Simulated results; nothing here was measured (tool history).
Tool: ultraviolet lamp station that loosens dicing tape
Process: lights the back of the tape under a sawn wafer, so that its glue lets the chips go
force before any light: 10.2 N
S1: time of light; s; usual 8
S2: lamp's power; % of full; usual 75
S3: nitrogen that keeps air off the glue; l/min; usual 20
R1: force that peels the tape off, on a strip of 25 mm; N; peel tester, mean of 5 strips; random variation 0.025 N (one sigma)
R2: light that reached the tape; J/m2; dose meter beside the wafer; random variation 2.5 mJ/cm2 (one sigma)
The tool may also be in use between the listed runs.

Run 1, hour 0: usual settings. Result: R1 1.594 N, R2 2520 J/m2.
Run 2, hour 39.7: usual settings. Result: R1 1.617 N, R2 2460 J/m2.
Run 3, hour 77.7: usual settings. Result: R1 1.728 N, R2 2440 J/m2.
Run 4, hour 102.2: usual settings. Result: R1 1.729 N, R2 2440 J/m2.
Run 5, hour 124.3: usual settings but S2 91 % of full. Result: R1 1.187 N, R2 2940 J/m2.
Run 6, hour 160.3: usual settings. Result: R1 1.734 N, R2 2420 J/m2.
Run 7, hour 194.8: usual settings. Result: R1 1.815 N, R2 2380 J/m2.
Run 8, hour 219.5: usual settings. Result: R1 1.786 N, R2 2350 J/m2.
Run 9, hour 252: usual settings but S1 7 s. Result: R1 2.28 N, R2 2010 J/m2.
Run 10, hour 292.2: usual settings but S1 7 s. Result: R1 2.254 N, R2 2070 J/m2.
Run 11, hour 325.7: usual settings but S1 7 s. Result: R1 2.321 N, R2 2010 J/m2.
Run 12, hour 347.7: usual settings but S1 6 s. Result: R1 2.962 N, R2 1720 J/m2.
Run 13, hour 383.3: usual settings but S1 6 s. Result: R1 2.988 N, R2 1700 J/m2.
Run 14, hour 409: usual settings but S2 94 % of full. Result: R1 1.304 N, R2 2800 J/m2.
Run 15, hour 439.1: usual settings. Result: R1 2.059 N, R2 2210 J/m2.
Run 16, hour 476.5: usual settings. Result: R1 1.99 N, R2 2160 J/m2.
Run 17, hour 495.3: usual settings. Result: R1 2.022 N, R2 2190 J/m2.
Run 18, hour 536: usual settings. Result: R1 2.05 N, R2 2140 J/m2.
Run 19, hour 571.4: usual settings but S1 6 s. Result: R1 3.251 N, R2 1610 J/m2.
Run 20, hour 605.1: usual settings but S2 81 % of full, S3 22 l/min. Result: R1 1.813 N, R2 2280 J/m2.
Run 21, hour 634.3: usual settings but S1 6 s. Result: R1 3.294 N, R2 1560 J/m2.
Run 22, hour 669.1: usual settings but S1 6 s, S3 12 l/min. Result: R1 4.043 N, R2 1540 J/m2.
Run 23, hour 708: usual settings but S1 10 s, S2 87 % of full, S3 10 l/min. Result: R1 2.088 N, R2 2940 J/m2.
Run 24, hour 725.9: usual settings but S1 10 s, S2 72 % of full, S3 7 l/min. Result: R1 3.28 N, R2 2460 J/m2.
Run 25, hour 756.3: usual settings but S1 10 s, S2 81 % of full, S3 7 l/min. Result: R1 2.951 N, R2 2740 J/m2.
Run 26, hour 776.1: usual settings but S1 7 s, S2 89 % of full, S3 19 l/min. Result: R1 2.344 N, R2 2040 J/m2.
Run 27, hour 814.4: usual settings but S1 7 s, S2 89 % of full, S3 19 l/min. Result: R1 2.307 N, R2 2050 J/m2.

Forecast run 28:
Run 28, hour 855.2: usual settings but S1 7 s, S2 89 % of full, S3 15 l/min. Result: R1 ?, R2 ?.

Run 28 gave R1 2.659 N, R2 2030 J/m2.
Without the tool's hidden state the same run would have given R1 1.427 N, R2 3030 J/m2.
